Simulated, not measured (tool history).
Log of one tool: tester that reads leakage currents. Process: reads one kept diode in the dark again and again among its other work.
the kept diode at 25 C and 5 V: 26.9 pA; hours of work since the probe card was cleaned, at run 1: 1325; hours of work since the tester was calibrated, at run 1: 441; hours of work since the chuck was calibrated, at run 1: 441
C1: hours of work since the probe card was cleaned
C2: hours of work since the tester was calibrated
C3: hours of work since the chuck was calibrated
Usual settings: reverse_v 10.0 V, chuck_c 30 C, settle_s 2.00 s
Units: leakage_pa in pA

run 1 hour=0.0 | reverse_v=10.0 chuck_c=30 settle_s=2.00 | C1=1325 C2=441 C3=441 | leakage_pa=70.33
run 2 hour=51.8 | reverse_v=10.0 chuck_c=30 settle_s=2.00 | C1=1362 C2=477 C3=477 | leakage_pa=69.90
run 3 hour=140.7 | reverse_v=10.0 chuck_c=30 settle_s=7.93 | C1=1424 C2=540 C3=540 | leakage_pa=69.36
run 4 hour=183.2 | reverse_v=10.0 chuck_c=30 settle_s=7.93 | C1=1454 C2=570 C3=570 | leakage_pa=69.23
run 5 hour=228.8 | reverse_v=10.0 chuck_c=30 settle_s=7.93 | C1=1486 C2=602 C3=602 | leakage_pa=68.79
run 6 hour=270.6 | reverse_v=1.6 chuck_c=30 settle_s=2.00 | C1=1516 C2=631 C3=631 | leakage_pa=23.55
run 7 hour=318.1 | reverse_v=2.4 chuck_c=30 settle_s=2.00 | C1=1549 C2=665 C3=665 | leakage_pa=29.88
run 8 hour=364.9 | reverse_v=2.4 chuck_c=30 settle_s=0.33 | C1=1582 C2=698 C3=698 | leakage_pa=31.33
run 9 hour=421.0 | reverse_v=16.1 chuck_c=45 settle_s=1.18 | C1=1622 C2=737 C3=737 | leakage_pa=314.44
-- hour=481.2 probe card cleaned and baked
run 10 hour=496.8 | reverse_v=10.0 chuck_c=47 settle_s=8.06 | C1=11 C2=788 C3=788 | leakage_pa=267.29
run 11 hour=566.6 | reverse_v=10.8 chuck_c=47 settle_s=3.61 | C1=60 C2=838 C3=838 | leakage_pa=279.23
run 12 hour=626.3 | reverse_v=1.3 chuck_c=40 settle_s=9.96 | C1=102 C2=880 C3=880 | leakage_pa=47.32
run 13 hour=692.0 | reverse_v=10.7 chuck_c=30 settle_s=3.93 | C1=148 C2=926 C3=926 | leakage_pa=62.66
run 14 hour=735.6 | reverse_v=10.0 chuck_c=52 settle_s=2.66 | C1=179 C2=957 C3=957 | leakage_pa=401.37
run 15 hour=802.7 | reverse_v=15.4 chuck_c=20 settle_s=2.00 | C1=227 C2=1004 C3=1004 | leakage_pa=32.26

Forecast each of these 5 alternatives for the next run:
run A hour=880.5 | reverse_v=3.2 chuck_c=51 settle_s=6.88 | C1=281 C2=1059 C3=1059 | leakage_pa=?
run B hour=880.5 | reverse_v=14.6 chuck_c=30 settle_s=1.53 | C1=281 C2=1059 C3=1059 | leakage_pa=?
run C hour=880.5 | reverse_v=6.3 chuck_c=46 settle_s=1.71 | C1=281 C2=1059 C3=1059 | leakage_pa=?
run D hour=880.5 | reverse_v=10.0 chuck_c=30 settle_s=5.10 | C1=281 C2=1059 C3=1059 | leakage_pa=?
run E hour=880.5 | reverse_v=10.0 chuck_c=36 settle_s=2.00 | C1=281 C2=1059 C3=1059 | leakage_pa=?

run=A leakage_pa=195.28
run=B leakage_pa=76.49
run=C leakage_pa=188.03
run=D leakage_pa=60.05
run=E leakage_pa=103.46
Without the tool's hidden state the same runs would have given:
run=A leakage_pa=210.64
run=B leakage_pa=80.84
run=C leakage_pa=202.65
run=D leakage_pa=63.84
run=E leakage_pa=110.85
